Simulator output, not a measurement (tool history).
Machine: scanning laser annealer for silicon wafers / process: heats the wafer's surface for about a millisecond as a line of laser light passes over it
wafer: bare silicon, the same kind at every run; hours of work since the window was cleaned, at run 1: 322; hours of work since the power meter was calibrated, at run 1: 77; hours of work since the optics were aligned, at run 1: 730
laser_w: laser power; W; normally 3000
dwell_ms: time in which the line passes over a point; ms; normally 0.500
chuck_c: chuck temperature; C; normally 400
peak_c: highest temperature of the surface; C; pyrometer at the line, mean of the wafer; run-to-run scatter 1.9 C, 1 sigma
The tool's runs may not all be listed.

run    hour  laser_w  dwell_ms  chuck_c  hours of work since the window was cleaned  hours of work since the power meter was calibrated  hours of work since the optics were aligned  peak_c
  1     0.0     3000     0.500      400                                         322                                                  77                                          730    1167
  2    35.1     3000     0.500      400                                         346                                                 101                                          754    1163
  3    58.1     3000     0.500      380                                         361                                                 117                                          770    1145
  4   100.0     3000     0.461      400                                         390                                                 146                                          798    1121
  5   127.9     3000     0.500      400                                         409                                                 165                                          818    1158
  6   151.2     3000     0.378      400                                         425                                                 181                                          834    1052
      169.3  -- optics aligned, line set to its width
  7   190.5     2923     0.500      400                                         449                                                 204                                           15    1131
  8   230.9     2923     0.500      380                                         476                                                 232                                           42    1105
      246.3  -- optics aligned, line set to its width, once more
  9   261.4     2923     0.500      380                                         494                                                 250                                           10    1134
 10   302.4     3000     0.500      367                                         522                                                 278                                           38    1143
 11   335.2     3000     0.500      367                                         545                                                 300                                           61    1139
 12   353.7     3000     0.572      400                                         557                                                 313                                           74    1232
 13   380.9     3000     0.572      400                                         576                                                 331                                           92    1235
 14   424.0     3000     0.572      400                                         605                                                 361                                          122    1231
 15   445.0     3000     0.572      377                                         620                                                 375                                          136    1207
 16   463.6     3000     0.572      377                                         633                                                 388                                          149    1204
 17   491.9     3000     0.572      377                                         652                                                 408                                          168    1202
 18   530.1     3000     0.500      400                                         678                                                 434                                          195    1165
 19   560.4     3000     0.437      400                                         699                                                 455                                          215    1109
 20   583.6     3000     0.437      400                                         715                                                 470                                          231    1106
 21   624.8     3000     0.437      400                                         743                                                 499                                          259    1103
 22   649.5     3109     0.598      422                                         760                                                 516                                          276    1296
      674.3  -- window over the wafer cleaned
 23   682.1     3109     0.598      422                                           5                                                 537                                          297    1346
 24   714.1     3109     0.598      422                                          27                                                 558                                          319    1343
 25   742.2     3073     0.414      424                                          47                                                 578                                          339    1164
 26   770.6     2788     0.540      405                                          66                                                 597                                          358    1163
 27   796.8     2788     0.422      405                                          84                                                 615                                          376    1066
 28   819.9     3021     0.550      421                                         100                                                 631                                          392    1269
 29   848.3     3021     0.550      421                                         119                                                 650                                          411    1264
 30   868.4     3267     0.566      421                                         133                                                 664                                          425    1364
 31   895.7     2756     0.577      400                                         152                                                 683                                          444    1169
 32   913.6     3104     0.357      400                                         164                                                 695                                          456    1084
 33   954.1     2988     0.400      429                                         192                                                 723                                          484    1123
 34   978.4     2672     0.373      400                                         208                                                 740                                          500     979
 35  1004.6     3119     0.500      400                                         226                                                 758                                          518    1225
 36  1022.5     3104     0.500      425                                         239                                                 770                                          531    1242
 37  1050.3     2575     0.362      405                                         258                                                 789                                          550     945
 38  1079.7     2575     0.362      405                                         278                                                 809                                          570     946
 39  1113.0     2847     0.375      413                                         301                                                 832                                          593    1032
 40  1134.7     2661     0.500      427                                         316                                                 847                                          608    1094

Branching from run 40: 4 alternative next runs. What would each branch give?
  A  1174.9     3067     0.440      408                                         343                                                 874                                          635       ?
  B  1174.9     2953     0.538      391                                         343                                                 874                                          635       ?
  C  1174.9     3000     0.604      400                                         343                                                 874                                          635       ?
  D  1174.9     2773     0.425      395                                         343                                                 874                                          635       ?

run  peak_c
  A    1149
  B    1182
  C    1258
  D    1035
With the hidden condition removed and each run's random variation left untouched, the same runs would have given:
run  peak_c
  A    1182
  B    1216
  C    1296
  D    1063
